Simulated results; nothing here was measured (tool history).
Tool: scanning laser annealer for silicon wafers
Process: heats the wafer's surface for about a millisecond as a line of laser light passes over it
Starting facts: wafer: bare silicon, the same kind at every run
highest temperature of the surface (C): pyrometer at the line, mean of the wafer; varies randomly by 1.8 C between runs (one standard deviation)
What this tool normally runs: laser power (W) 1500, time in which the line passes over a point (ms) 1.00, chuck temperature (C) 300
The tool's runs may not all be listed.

run	hour	laser power (W)	time in which the line passes over a point (ms)	chuck temperature (C)	highest temperature of the surface (C)
1	0.0	1500	1.00	300	977
2	10.0	1500	1.00	300	980
3	20.1	1500	1.00	300	985
4	33.5	1500	1.00	300	981
5	43.9	1500	0.88	300	939
6	57.3	1500	0.88	300	943
7	70.0	1284	1.12	300	901
8	76.9	1348	1.23	269	931
9	89.9	1389	1.05	300	938
10	98.7	1389	1.05	300	934

4 ways to go on from here, each from the tool as it stands after run 10. What would each give?
A	108.7	1328	0.76	334	?
B	108.7	1526	0.76	334	?
C	108.7	1544	0.73	315	?
D	108.7	1542	0.74	300	?

run	highest temperature of the surface (C)
A	858
B	943
C	920
D	911
What these runs would have given with no unlogged condition in the tool:
run	highest temperature of the surface (C)
A	891
B	982
C	959
D	950
